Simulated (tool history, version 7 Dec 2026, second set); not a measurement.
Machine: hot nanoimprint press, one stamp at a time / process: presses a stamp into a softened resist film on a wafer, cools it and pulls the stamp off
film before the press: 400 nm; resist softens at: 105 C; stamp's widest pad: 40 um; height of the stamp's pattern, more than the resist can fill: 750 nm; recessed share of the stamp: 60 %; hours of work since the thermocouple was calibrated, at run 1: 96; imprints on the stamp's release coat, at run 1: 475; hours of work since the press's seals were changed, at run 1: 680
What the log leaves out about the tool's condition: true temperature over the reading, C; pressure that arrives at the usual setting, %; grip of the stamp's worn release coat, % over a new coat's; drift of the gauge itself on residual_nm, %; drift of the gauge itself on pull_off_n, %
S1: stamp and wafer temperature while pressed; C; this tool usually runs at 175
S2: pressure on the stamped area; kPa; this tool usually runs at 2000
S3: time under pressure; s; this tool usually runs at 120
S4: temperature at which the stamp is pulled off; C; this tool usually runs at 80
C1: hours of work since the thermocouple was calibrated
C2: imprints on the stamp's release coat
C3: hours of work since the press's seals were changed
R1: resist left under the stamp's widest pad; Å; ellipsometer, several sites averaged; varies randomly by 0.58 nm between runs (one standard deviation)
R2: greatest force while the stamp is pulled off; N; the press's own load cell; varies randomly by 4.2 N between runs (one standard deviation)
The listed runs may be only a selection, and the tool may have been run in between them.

run,day,S1,S2,S3,S4,C1,C2,C3,R1,R2
1,0,175,2000,120,80,96,475,680,1618,232
2,3.338,175,2000,120,80,158,782,742,1618,240
3,6.667,175,2000,120,80,220,1088,804,1608,251
# day 9.083: stamp cleaned and given a new release coat
4,9.083,175,2000,120,80,260,0,844,1596,197
5,10.696,175,2000,120,80,290,148,874,1590,201
6,12.812,175,2000,120,82,329,343,913,1590,205
7,16.021,175,2000,120,82,389,638,973,1572,209
8,17.8,175,2000,120,82,422,801,1006,1582,214
# day 20.125: press's hydraulic seals changed and the load cell set to zero
9,20.8,175,2000,120,82,472,1046,13,1512,235
# day 23.75: plate thermocouple calibrated
# day 24: stamp cleaned and given a new release coat
10,24.075,175,2000,120,80,1,7,66,1440,192
11,26.025,175,2000,120,80,38,186,103,1446,201
12,29.479,175,2000,69,80,102,504,167,1758,206
# day 32.35: plate thermocouple calibrated, once more
13,32.475,177,2370,62,80,2,767,220,1774,238
14,34.45,186,2370,62,80,39,949,257,1410,246
15,36.762,186,2370,62,80,82,1161,300,1398,263
# day 38.55: stamp cleaned and given a new release coat
16,39.075,186,1280,95,75,120,48,338,1641,231
17,41.679,169,2070,120,68,169,287,387,1861,270
18,43.617,175,1540,120,80,205,465,422,1794,223
19,47.004,168,2930,120,80,268,777,485,1586,234

Each row is a separate what-if for the run after 19, all from the same tool condition, not one after another. Results?
A,50.042,169,2000,150,73,324,1056,542,?,?
B,50.042,168,1620,120,85,324,1056,542,?,?
C,50.042,171,1530,120,72,324,1056,542,?,?
D,50.042,168,2020,234,71,324,1056,542,?,?

run,R1,R2
A,1701,290
B,2095,219
C,1985,297
D,1483,290
The same runs, with their run-to-run variation unchanged, on a tool lacking any hidden condition would have given:
run,R1,R2
A,1751,244
B,2158,186
C,2044,249
D,1529,244
